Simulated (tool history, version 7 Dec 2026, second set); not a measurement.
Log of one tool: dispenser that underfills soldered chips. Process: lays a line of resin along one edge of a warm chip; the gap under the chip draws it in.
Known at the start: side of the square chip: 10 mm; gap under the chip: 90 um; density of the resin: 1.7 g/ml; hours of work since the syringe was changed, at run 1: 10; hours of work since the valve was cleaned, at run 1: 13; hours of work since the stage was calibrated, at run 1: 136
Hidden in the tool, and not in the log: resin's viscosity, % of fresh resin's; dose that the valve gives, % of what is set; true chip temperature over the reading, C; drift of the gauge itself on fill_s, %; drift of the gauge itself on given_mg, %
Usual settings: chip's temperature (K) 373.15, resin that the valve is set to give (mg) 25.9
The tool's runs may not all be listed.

run,hour,chip's temperature (K),resin that the valve is set to give (mg),hours of work since the syringe was changed,hours of work since the valve was cleaned,hours of work since the stage was calibrated,time until the resin shows at the far edge (s),resin that the valve gave (mg)
1,0.0,373.15,25.9,10,13,136,153.1,25.63
# hour 1.3: new syringe of resin
2,4.5,373.15,25.9,2,16,139,101.6,25.64
3,8.4,373.15,25.9,5,19,141,117.6,25.45
4,14.5,373.15,30.7,9,23,146,143.4,30.30
# hour 17.0: new syringe of resin
5,18.7,373.15,30.7,1,26,149,95.7,29.93
6,23.0,373.15,25.9,4,29,152,113.4,25.32
7,28.8,373.15,25.9,8,33,156,140.2,25.22
# hour 32.8: new syringe of resin
8,35.4,373.15,25.9,2,38,160,97.4,25.23
9,38.9,373.15,24.3,4,40,163,111.8,23.41
10,42.6,373.15,24.3,7,43,165,132.3,23.57
11,46.7,373.15,24.3,10,46,168,154.2,23.47
# hour 48.4: new syringe of resin
12,51.8,373.15,24.3,2,49,172,103.3,23.52
13,57.0,373.15,24.3,6,53,175,126.3,23.12
14,60.2,373.15,24.9,8,55,178,141.9,23.81
# hour 62.1: dispensing valve cleaned and set on the balance
# hour 65.2: new syringe of resin
15,66.0,373.15,24.9,1,3,181,92.0,24.90
16,72.0,373.15,24.9,5,7,185,115.0,24.87
17,74.7,384.15,24.9,7,9,187,96.6,24.66
18,78.8,373.15,25.9,10,12,190,147.3,25.49
# hour 81.0: new syringe of resin
19,81.9,360.15,25.9,1,14,192,134.4,25.64
20,85.7,365.15,23.0,3,16,195,135.8,22.80
21,88.4,373.15,31.2,5,18,197,117.7,30.78
22,94.9,368.15,26.6,10,23,201,173.8,25.87
# hour 96.6: new syringe of resin
23,98.7,375.15,31.8,1,26,204,89.3,31.21
24,102.9,375.15,31.8,5,29,207,106.1,30.92
25,107.1,376.15,29.4,8,32,210,121.3,28.82
26,111.4,362.15,32.1,11,35,213,211.0,31.12
# hour 112.4: new syringe of resin
27,114.3,384.15,24.6,1,37,215,72.5,23.78
28,119.8,373.15,23.1,5,40,219,119.8,22.27
29,122.8,376.15,25.9,7,43,221,122.5,25.08
# hour 128.0: new syringe of resin
30,129.0,376.15,25.9,1,47,225,85.4,25.00
31,134.2,387.15,30.9,4,51,229,77.7,29.74
32,137.2,367.15,32.6,7,53,231,152.0,31.30
33,140.6,369.15,24.6,9,55,234,160.4,23.68
# hour 142.6: dispensing valve cleaned and set on the balance
# hour 144.7: new syringe of resin
34,148.3,369.15,24.6,3,4,238,115.6,24.41
35,154.0,383.15,23.9,7,8,242,97.3,23.79
36,159.4,383.15,23.9,11,12,246,122.4,23.73

3 ways to go on from here, each from the tool as it stands after run 36. What would each give?
# hour 160.6: new syringe of resin
A,163.3,373.15,29.3,2,14,249,?,?
# hour 160.6: new syringe of resin
B,163.3,369.15,27.7,2,14,249,?,?
# hour 160.6: new syringe of resin
C,163.3,367.15,24.4,2,14,249,?,?

run,time until the resin shows at the far edge (s),resin that the valve gave (mg)
A,95.4,29.03
B,107.1,27.17
C,115.8,24.09
Without the tool's hidden state the same runs would have given:
run,time until the resin shows at the far edge (s),resin that the valve gave (mg)
A,89.8,29.36
B,100.8,27.48
C,109.0,24.37
